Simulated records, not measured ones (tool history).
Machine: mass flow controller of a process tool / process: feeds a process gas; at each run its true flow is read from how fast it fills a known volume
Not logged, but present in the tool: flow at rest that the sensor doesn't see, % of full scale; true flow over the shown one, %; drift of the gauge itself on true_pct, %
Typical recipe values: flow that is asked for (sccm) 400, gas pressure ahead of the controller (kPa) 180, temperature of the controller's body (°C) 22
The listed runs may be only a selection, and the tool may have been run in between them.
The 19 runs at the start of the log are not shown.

| run | hour | flow that is asked for (sccm) | gas pressure ahead of the controller (kPa) | temperature of the controller's body (°C) | hours of work since the controller was set to zero | hours of work since the controller was changed | true flow (%) |
|---|---|---|---|---|---|---|---|
| 20 | 7135.1 | 400 | 199 | 38 | 2499 | 2499 | 101.83 |
| 21 | 7384.3 | 400 | 180 | 32 | 2679 | 2679 | 101.25 |
| 22 | 7863.5 | 400 | 177 | 20 | 3024 | 3024 | 99.95 |
| 23 | 8364.3 | 333 | 164 | 35 | 3384 | 3384 | 101.81 |
| 24 | 8593.4 | 917 | 273 | 38 | 3549 | 3549 | 102.36 |
| 25 | 8815.2 | 104 | 190 | 38 | 3709 | 3709 | 104.72 |
| 26 | 9080.7 | 400 | 244 | 22 | 3900 | 3900 | 100.72 |
| 27 | 9585.4 | 400 | 180 | 34 | 4263 | 4263 | 101.89 |
| 28 | 9907.1 | 139 | 232 | 22 | 4495 | 4495 | 102.76 |
| 29 | 10266.2 | 905 | 190 | 30 | 4754 | 4754 | 101.25 |
| 30 | 10674.0 | 400 | 180 | 33 | 5047 | 5047 | 102.08 |
| 31 | 10900.7 | 699 | 175 | 23 | 5210 | 5210 | 100.47 |

Branching from run 31: 5 alternative next runs. What would each branch give?
|  | 11164.2 | controller's zero set anew |
| A | 11391.0 | 180 | 268 | 22 | 163 | 5563 | ? |
|  | 11164.2 | controller's zero set anew |
| B | 11391.0 | 174 | 209 | 23 | 163 | 5563 | ? |
|  | 11164.2 | controller's zero set anew |
| C | 11391.0 | 615 | 180 | 22 | 163 | 5563 | ? |
|  | 11164.2 | controller's zero set anew |
| D | 11391.0 | 504 | 178 | 22 | 163 | 5563 | ? |
|  | 11164.2 | controller's zero set anew |
| E | 11391.0 | 256 | 214 | 24 | 163 | 5563 | ? |

| run | true flow (%) |
|---|---|
| A | 100.21 |
| B | 100.00 |
| C | 99.82 |
| D | 99.78 |
| E | 100.07 |
Take away the tool's hidden state, keep each run's random variation, and the runs would have read:
| run | true flow (%) |
|---|---|
| A | 99.65 |
| B | 99.43 |
| C | 99.39 |
| D | 99.35 |
| E | 99.56 |

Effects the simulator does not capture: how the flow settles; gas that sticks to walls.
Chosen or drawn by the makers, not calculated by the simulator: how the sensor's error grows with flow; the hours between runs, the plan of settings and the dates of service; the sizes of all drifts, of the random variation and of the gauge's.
